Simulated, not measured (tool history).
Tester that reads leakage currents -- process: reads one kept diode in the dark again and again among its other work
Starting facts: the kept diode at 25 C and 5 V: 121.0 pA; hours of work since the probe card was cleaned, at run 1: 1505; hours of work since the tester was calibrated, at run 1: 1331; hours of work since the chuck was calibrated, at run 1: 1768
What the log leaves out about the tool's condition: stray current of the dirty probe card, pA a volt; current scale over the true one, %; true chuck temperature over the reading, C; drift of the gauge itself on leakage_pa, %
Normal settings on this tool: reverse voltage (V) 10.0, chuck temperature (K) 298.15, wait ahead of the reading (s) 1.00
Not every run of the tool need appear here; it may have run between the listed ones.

run   hour  reverse voltage (V)  chuck temperature (K)  wait ahead of the reading (s)  hours of work since the probe card was cleaned  hours of work since the tester was calibrated  hours of work since the chuck was calibrated  current that the tester gives (pA)
  1    0.0                 10.0                 298.15                           1.00                                            1505                                           1331                                          1768                              146.69
  2   44.6                 10.0                 298.15                           1.00                                            1534                                           1360                                          1797                              147.18
  3   77.5                 10.0                 298.15                           3.80                                            1555                                           1382                                          1818                              145.22
  4  124.3                 10.0                 298.15                           3.80                                            1586                                           1412                                          1849                              146.28
  5  157.1                 10.0                 298.15                           3.80                                            1607                                           1433                                          1870                              145.79
  6  201.2                 10.0                 298.15                           1.05                                            1636                                           1462                                          1899                              147.43
  7  239.1                 10.0                 298.15                           1.05                                            1660                                           1487                                          1923                              146.58
  8  283.4                 10.0                 298.15                           0.40                                            1689                                           1515                                          1952                              148.96
  9  305.2                 10.0                 298.15                           9.77                                            1703                                           1529                                          1966                              145.27
 10  356.7                  3.4                 298.15                           1.00                                            1737                                           1563                                          2000                               93.98
 11  382.8                  8.7                 298.15                           0.57                                            1754                                           1580                                          2017                              139.24
 12  409.4                  1.8                 306.15                           0.66                                            1771                                           1597                                          2034                              133.38
 13  433.0                 10.6                 302.15                           6.96                                            1786                                           1612                                          2049                              197.60
 14  454.5                 14.8                 298.15                           1.00                                            1800                                           1626                                          2063                              172.70
 15  501.7                  8.7                 324.15                           0.58                                            1831                                           1657                                          2094                              818.45
 16  539.1                  4.7                 317.15                           1.00                                            1855                                           1681                                          2118                              410.11
 17  578.0                 10.0                 298.15                           6.62                                            1880                                           1707                                          2143                              144.88
     608.1  -- chuck's temperature calibrated
 18  625.5                 10.0                 298.15                           0.81                                            1910                                           1736                                            11                              172.51
 19  673.4                 10.0                 298.15                           0.81                                            1941                                           1767                                            42                              172.70

Forecast each of these 4 alternatives for the next run:
  A  713.0                 10.0                 294.15                           1.06                                            1967                                           1793                                            68                                   ?
  B  713.0                 10.0                 298.15                           2.68                                            1967                                           1793                                            68                                   ?
  C  713.0                  4.1                 295.15                           1.58                                            1967                                           1793                                            68                                   ?
  D  713.0                  1.5                 312.15                           1.57                                            1967                                           1793                                            68                                   ?

run  current that the tester gives (pA)
  A                              129.74
  B                              169.98
  C                               95.55
  D                              222.78
What these runs would have given with no unlogged condition in the tool:
run  current that the tester gives (pA)
  A                              115.34
  B                              155.61
  C                               89.65
  D                              220.53
